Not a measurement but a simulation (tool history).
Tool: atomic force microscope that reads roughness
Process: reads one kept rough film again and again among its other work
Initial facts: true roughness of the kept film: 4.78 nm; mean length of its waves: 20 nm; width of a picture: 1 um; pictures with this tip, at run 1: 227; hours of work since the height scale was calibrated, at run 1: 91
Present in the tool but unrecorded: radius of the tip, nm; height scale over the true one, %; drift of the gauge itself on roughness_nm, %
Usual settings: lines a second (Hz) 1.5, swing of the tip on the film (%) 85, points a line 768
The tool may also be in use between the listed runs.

| run | hour | lines a second (Hz) | swing of the tip on the film (%) | points a line | pictures with this tip | hours of work since the height scale was calibrated | roughness of the kept film (nm (root mean square)) |
|---|---|---|---|---|---|---|---|
| 1 | 0 | 1.5 | 85 | 768 | 227 | 91 | 1.851 |
| 2 | 7.5 | 1.5 | 85 | 768 | 247 | 97 | 1.82 |
| 3 | 21.5 | 1.5 | 65 | 768 | 284 | 108 | 1.974 |
|  | 22.7 | new tip fitted |
| 4 | 34.6 | 1.5 | 65 | 768 | 31 | 118 | 2.869 |
| 5 | 42.4 | 1.5 | 65 | 768 | 51 | 124 | 2.788 |
| 6 | 57.6 | 1.5 | 65 | 768 | 91 | 136 | 2.599 |
| 7 | 67.3 | 1.5 | 65 | 768 | 117 | 144 | 2.489 |
| 8 | 78.2 | 1.5 | 85 | 768 | 145 | 153 | 2.147 |
| 9 | 93.1 | 1.5 | 73 | 756 | 184 | 164 | 2.198 |
| 10 | 101.4 | 0.69 | 85 | 569 | 206 | 171 | 2.18 |
| 11 | 108 | 2.9 | 73 | 929 | 223 | 176 | 1.913 |
| 12 | 114.9 | 0.99 | 60 | 1002 | 242 | 182 | 2.224 |
| 13 | 129.1 | 0.99 | 60 | 1002 | 279 | 193 | 2.109 |
|  | 133 | new tip fitted |
| 14 | 142 | 0.99 | 79 | 1002 | 23 | 203 | 2.792 |
| 15 | 154.2 | 1.51 | 66 | 1002 | 55 | 213 | 2.751 |
| 16 | 169.7 | 1.51 | 66 | 295 | 96 | 225 | 2.5 |

Consider 5 possible next runs. They are alternatives, not a sequence: every one starts from the tool as it was left by run 16. What does each give?
| A | 183.4 | 0.82 | 66 | 398 | 132 | 236 | ? |
| B | 183.4 | 1.5 | 85 | 592 | 132 | 236 | ? |
| C | 183.4 | 1.69 | 85 | 768 | 132 | 236 | ? |
| D | 183.4 | 2.88 | 66 | 342 | 132 | 236 | ? |
| E | 183.4 | 1.5 | 85 | 485 | 132 | 236 | ? |

| run | roughness of the kept film (nm (root mean square)) |
|---|---|
| A | 2.489 |
| B | 2.148 |
| C | 2.119 |
| D | 2.24 |
| E | 2.164 |
Take away the tool's hidden state, keep each run's random variation, and the runs would have read:
| run | roughness of the kept film (nm (root mean square)) |
|---|---|
| A | 3.074 |
| B | 2.656 |
| C | 2.618 |
| D | 2.767 |
| E | 2.671 |
